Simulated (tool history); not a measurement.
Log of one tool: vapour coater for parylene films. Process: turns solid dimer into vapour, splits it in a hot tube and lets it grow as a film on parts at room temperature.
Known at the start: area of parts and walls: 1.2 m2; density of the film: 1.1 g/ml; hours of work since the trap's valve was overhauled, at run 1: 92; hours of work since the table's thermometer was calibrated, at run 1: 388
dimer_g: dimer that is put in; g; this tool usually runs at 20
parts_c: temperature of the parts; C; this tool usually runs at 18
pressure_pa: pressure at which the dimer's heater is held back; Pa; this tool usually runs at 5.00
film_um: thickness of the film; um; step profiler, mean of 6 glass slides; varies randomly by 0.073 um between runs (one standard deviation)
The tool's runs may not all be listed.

run,day,dimer_g,parts_c,pressure_pa,hours of work since the trap's valve was overhauled,hours of work since the table's thermometer was calibrated,film_um
1,0.000,20,18,5.00,92,388,8.39
2,2.171,20,18,5.00,138,434,8.11
3,4.096,20,18,5.00,179,475,8.37
4,5.762,20,18,5.00,214,510,8.09
5,7.575,20,18,5.00,253,549,8.14
6,9.400,20,18,5.00,292,587,7.92
7,12.288,20,18,5.00,353,649,7.93
8,15.092,20,14,5.00,413,708,9.25
9,17.062,20,14,5.00,455,750,9.00
10,18.925,20,18,10.89,494,790,7.14
11,20.838,20,18,5.00,535,831,7.45
12,22.792,20,18,5.00,577,872,7.39
# day 25.292: trap's valve overhauled
13,25.358,20,18,5.00,1,923,8.46
14,27.196,9,18,5.00,41,962,3.77
# day 28.138: table's thermometer calibrated
15,30.112,9,18,5.00,102,42,3.80
16,32.717,9,18,5.00,157,97,3.76
17,35.158,20,18,6.32,209,149,8.30
18,37.067,20,18,6.32,250,190,8.09
19,38.429,25,18,5.00,279,219,10.01
20,41.304,25,18,5.00,340,280,10.01
21,42.929,25,18,5.00,374,315,9.88
22,44.792,20,24,5.00,414,354,6.12
23,47.117,20,24,5.00,463,404,5.99
24,48.492,20,24,5.00,492,433,5.88
25,50.650,20,24,5.00,538,479,5.86
26,51.946,20,24,5.00,566,506,5.79
27,54.021,13,14,10.67,610,550,5.39
# day 54.825: trap's valve overhauled
28,56.138,13,14,10.67,28,592,6.15
29,57.375,20,23,3.18,54,618,7.15
30,60.367,20,23,3.18,118,682,6.88
31,61.604,9,29,2.35,144,708,2.47
32,62.875,9,29,2.35,171,735,2.47
33,64.283,20,23,9.84,201,765,6.23
34,66.883,12,10,4.65,256,820,6.74
35,69.592,29,28,4.65,314,878,7.64
36,71.533,14,22,8.87,355,919,4.37
37,73.379,14,22,8.87,395,959,4.30
# day 74.667: table's thermometer calibrated
38,76.342,14,22,8.87,457,36,4.42
39,78.242,23,24,5.22,497,76,6.88
40,80.408,20,19,2.30,543,122,7.90
41,82.812,20,19,2.30,594,173,7.75
# day 84.408: trap's valve overhauled
42,85.425,15,19,9.04,22,225,5.99
43,87.579,15,19,9.04,67,271,5.81
44,90.208,15,19,9.04,123,327,5.80
45,93.171,15,19,9.04,186,390,5.66
46,94.779,12,24,6.97,220,424,3.72
47,96.238,12,24,6.97,252,455,3.70

A few steps of film_um between consecutive runs. Split each: what settings, incoming material and random variation would produce without the hidden state, and what is left over for the hidden state, along with gauge scatter present in only one of the two compared results (measured, and without hidden state):
Hidden state present: vapour lost through the trap's worn valve, %; true temperature of the parts over the reading, C; drift of the gauge itself on film_um, %.
Run 12 -> 13: trap's valve overhauled. film_um +1.07 um: hidden state +1.04, all else +0.03.
Run 13 -> 14: dimer_g 20 -> 9. film_um -4.69 um: hidden state +0.17, all else -4.86.
Run 16 -> 17: dimer_g 9 -> 20, pressure_pa 5.00 -> 6.32. film_um +4.54 um: hidden state -0.32, all else +4.86.
Run 27 -> 28: trap's valve overhauled. film_um +0.76 um: hidden state +0.80, all else -0.04.
Run 30 -> 31: dimer_g 20 -> 9, parts_c 23 -> 29, pressure_pa 3.18 -> 2.35. film_um -4.41 um: hidden state +0.24, all else -4.65.
Run 41 -> 42: dimer_g 20 -> 15, pressure_pa 2.30 -> 9.04, trap's valve overhauled. film_um -1.76 um: hidden state +1.13, all else -2.89.
